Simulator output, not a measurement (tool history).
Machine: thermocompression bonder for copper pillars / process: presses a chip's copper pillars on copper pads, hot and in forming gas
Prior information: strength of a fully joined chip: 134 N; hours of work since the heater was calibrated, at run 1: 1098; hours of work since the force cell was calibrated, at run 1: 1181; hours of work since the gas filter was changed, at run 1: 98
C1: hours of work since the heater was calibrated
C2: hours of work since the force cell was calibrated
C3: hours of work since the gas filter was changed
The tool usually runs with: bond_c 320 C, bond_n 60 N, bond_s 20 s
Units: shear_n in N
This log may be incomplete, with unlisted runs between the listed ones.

run 1 hour=0.0 | bond_c=320 bond_n=60 bond_s=20 | C1=1098 C2=1181 C3=98 | shear_n=66.9
run 2 hour=83.9 | bond_c=320 bond_n=60 bond_s=20 | C1=1147 C2=1230 C3=146 | shear_n=65.9
run 3 hour=161.5 | bond_c=321 bond_n=60 bond_s=20 | C1=1191 C2=1275 C3=191 | shear_n=65.1
run 4 hour=230.5 | bond_c=321 bond_n=60 bond_s=20 | C1=1231 C2=1315 C3=231 | shear_n=63.6
-- hour=278.8 forming gas filter changed
run 5 hour=317.0 | bond_c=345 bond_n=60 bond_s=20 | C1=1281 C2=1365 C3=22 | shear_n=82.2
run 6 hour=352.9 | bond_c=345 bond_n=60 bond_s=20 | C1=1302 C2=1385 C3=43 | shear_n=80.5
run 7 hour=402.9 | bond_c=345 bond_n=60 bond_s=20 | C1=1331 C2=1414 C3=72 | shear_n=78.0
-- hour=416.6 force cell calibrated
run 8 hour=453.2 | bond_c=320 bond_n=60 bond_s=20 | C1=1359 C2=21 C3=100 | shear_n=68.3
run 9 hour=500.7 | bond_c=320 bond_n=60 bond_s=42 | C1=1387 C2=49 C3=128 | shear_n=85.9
run 10 hour=537.8 | bond_c=320 bond_n=60 bond_s=42 | C1=1408 C2=70 C3=149 | shear_n=83.7
run 11 hour=613.4 | bond_c=320 bond_n=37 bond_s=20 | C1=1452 C2=114 C3=193 | shear_n=47.2
run 12 hour=667.7 | bond_c=320 bond_n=37 bond_s=20 | C1=1484 C2=145 C3=224 | shear_n=47.3
-- hour=699.6 heater calibrated with a thermocouple chip
run 13 hour=710.6 | bond_c=306 bond_n=60 bond_s=20 | C1=6 C2=169 C3=248 | shear_n=62.1
-- hour=731.3 forming gas filter changed
run 14 hour=760.3 | bond_c=306 bond_n=60 bond_s=20 | C1=35 C2=198 C3=17 | shear_n=68.7
run 15 hour=825.2 | bond_c=306 bond_n=60 bond_s=20 | C1=72 C2=235 C3=54 | shear_n=68.3
run 16 hour=911.0 | bond_c=306 bond_n=60 bond_s=20 | C1=122 C2=285 C3=104 | shear_n=65.6
run 17 hour=955.2 | bond_c=337 bond_n=47 bond_s=17 | C1=148 C2=311 C3=130 | shear_n=67.2
run 18 hour=1031.9 | bond_c=332 bond_n=56 bond_s=30 | C1=192 C2=355 C3=174 | shear_n=79.2

Run 19 comes next. What will it give?
run 19 hour=1087.3 | bond_c=327 bond_n=62 bond_s=38 | C1=224 C2=387 C3=206 | shear_n=?

Logged for run 19: shear_n 85.7 N.
If the tool had no hidden condition, the same run with the same run-to-run variation would have returned shear_n 95.0 N.
